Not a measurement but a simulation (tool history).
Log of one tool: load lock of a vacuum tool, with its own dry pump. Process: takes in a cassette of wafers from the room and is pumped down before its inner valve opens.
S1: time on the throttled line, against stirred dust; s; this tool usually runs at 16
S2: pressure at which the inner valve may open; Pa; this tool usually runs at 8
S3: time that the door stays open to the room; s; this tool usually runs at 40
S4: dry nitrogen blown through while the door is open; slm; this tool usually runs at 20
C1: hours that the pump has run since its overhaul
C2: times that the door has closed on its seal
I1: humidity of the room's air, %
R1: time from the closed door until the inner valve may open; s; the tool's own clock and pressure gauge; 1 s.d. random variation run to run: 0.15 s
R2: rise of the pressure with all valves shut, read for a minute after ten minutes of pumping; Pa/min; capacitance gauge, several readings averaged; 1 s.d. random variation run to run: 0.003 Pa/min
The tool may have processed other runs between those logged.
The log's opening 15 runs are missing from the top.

Run 16, day 172.629: usual settings; C1 9938; C2 9000; I1 48.2. Result: R1 28.7 s, R2 0.084 Pa/min.
At day 188.671: dry pump taken out, an overhauled one fitted.
Run 17, day 188.671: usual settings but S4 7 slm; C1 0; C2 9926; I1 47.1. Result: R1 26.9 s, R2 0.104 Pa/min.
Run 18, day 205.033: usual settings but S4 7 slm; C1 393; C2 10886; I1 45.3. Result: R1 26.9 s, R2 0.113 Pa/min.
Run 19, day 215.888: usual settings but S1 13 s, S2 12 Pa, S3 165 s; C1 653; C2 11522; I1 44.7. Result: R1 23.9 s, R2 0.121 Pa/min.
Run 20, day 222.692: usual settings but S1 13 s, S2 12 Pa, S3 165 s; C1 816; C2 11921; I1 44.2. Result: R1 23.7 s, R2 0.129 Pa/min.
Run 21, day 230.171: usual settings but S1 13 s, S2 7 Pa, S3 56 s; C1 996; C2 12360; I1 42.2. Result: R1 24.4 s, R2 0.114 Pa/min.
Run 22, day 246.317: usual settings but S1 13 s, S2 7 Pa, S3 56 s; C1 1383; C2 13307; I1 47.5. Result: R1 24.5 s, R2 0.126 Pa/min.
Run 23, day 254.496: usual settings but S1 13 s, S2 7 Pa, S3 56 s; C1 1580; C2 13786; I1 48.6. Result: R1 24.8 s, R2 0.137 Pa/min.
Run 24, day 261.612: usual settings but S1 13 s, S2 7 Pa, S3 105 s, S4 10 slm; C1 1751; C2 14204; I1 48.5. Result: R1 24.6 s, R2 0.161 Pa/min.
Run 25, day 273.667: usual settings but S2 11 Pa, S3 57 s, S4 11 slm; C1 2040; C2 14911; I1 43.9. Result: R1 26.8 s, R2 0.15 Pa/min.
Run 26, day 280.979: usual settings but S1 29 s, S2 11 Pa, S3 56 s, S4 33 slm; C1 2215; C2 15340; I1 46.6. Result: R1 38.6 s, R2 0.147 Pa/min.
Run 27, day 297.188: usual settings but S1 29 s, S3 56 s, S4 25 slm; C1 2604; C2 16290; I1 42.2. Result: R1 38.9 s, R2 0.161 Pa/min.
Run 28, day 310.492: usual settings but S1 29 s, S3 56 s, S4 25 slm; C1 2924; C2 17070; I1 45.2. Result: R1 38.8 s, R2 0.171 Pa/min.
Run 29, day 321.562: usual settings but S3 218 s; C1 3189; C2 17720; I1 45.2. Result: R1 27.6 s, R2 0.204 Pa/min.
Run 30, day 333.7: usual settings but S1 14 s, S2 14 Pa, S3 27 s, S4 8 slm; C1 3481; C2 18431; I1 45.4. Result: R1 24.9 s, R2 0.205 Pa/min.
Run 31, day 340.433: usual settings but S4 8 slm; C1 3642; C2 18826; I1 45.5. Result: R1 27.5 s, R2 0.208 Pa/min.
Run 32, day 350.542: usual settings but S4 8 slm; C1 3885; C2 19419; I1 46.8. Result: R1 27.9 s, R2 0.214 Pa/min.
Run 33, day 361.625: usual settings but S3 49 s, S4 5 slm; C1 4151; C2 20069; I1 41.8. Result: R1 27.6 s, R2 0.231 Pa/min.
Run 34, day 374.838: usual settings but S1 8 s, S4 31 slm; C1 4468; C2 20844; I1 43.1. Result: R1 20.7 s, R2 0.225 Pa/min.

Predict each of these 5 candidate next runs independently; none follows another, all start after run 34:
Run A, day 386.767: usual settings but S2 7 Pa, S4 41 slm; C1 4754; C2 21544; I1 43.7. Result: R1 ?, R2 ?.
Run B, day 386.767: usual settings but S1 8 s, S2 14 Pa, S3 81 s, S4 31 slm; C1 4754; C2 21544; I1 47.8. Result: R1 ?, R2 ?.
Run C, day 386.767: usual settings but S1 8 s, S2 12 Pa, S4 31 slm; C1 4754; C2 21544; I1 46. Result: R1 ?, R2 ?.
Run D, day 386.767: usual settings but S2 7 Pa; C1 4754; C2 21544; I1 43.6. Result: R1 ?, R2 ?.
Run E, day 386.767: usual settings but S1 10 s, S2 11 Pa, S4 31 slm; C1 4754; C2 21544; I1 44.1. Result: R1 ?, R2 ?.

run    R1     R2
  A  28.2  0.227
  B  20.2  0.234
  C  20.2  0.234
  D  27.9   0.23
  E  22.1  0.227
Stripped of hidden state, with their random variation kept, the same runs would have yielded:
run    R1     R2
  A  27.3  0.019
  B  19.2  0.029
  C  19.2  0.026
  D    27  0.028
  E  21.1  0.021

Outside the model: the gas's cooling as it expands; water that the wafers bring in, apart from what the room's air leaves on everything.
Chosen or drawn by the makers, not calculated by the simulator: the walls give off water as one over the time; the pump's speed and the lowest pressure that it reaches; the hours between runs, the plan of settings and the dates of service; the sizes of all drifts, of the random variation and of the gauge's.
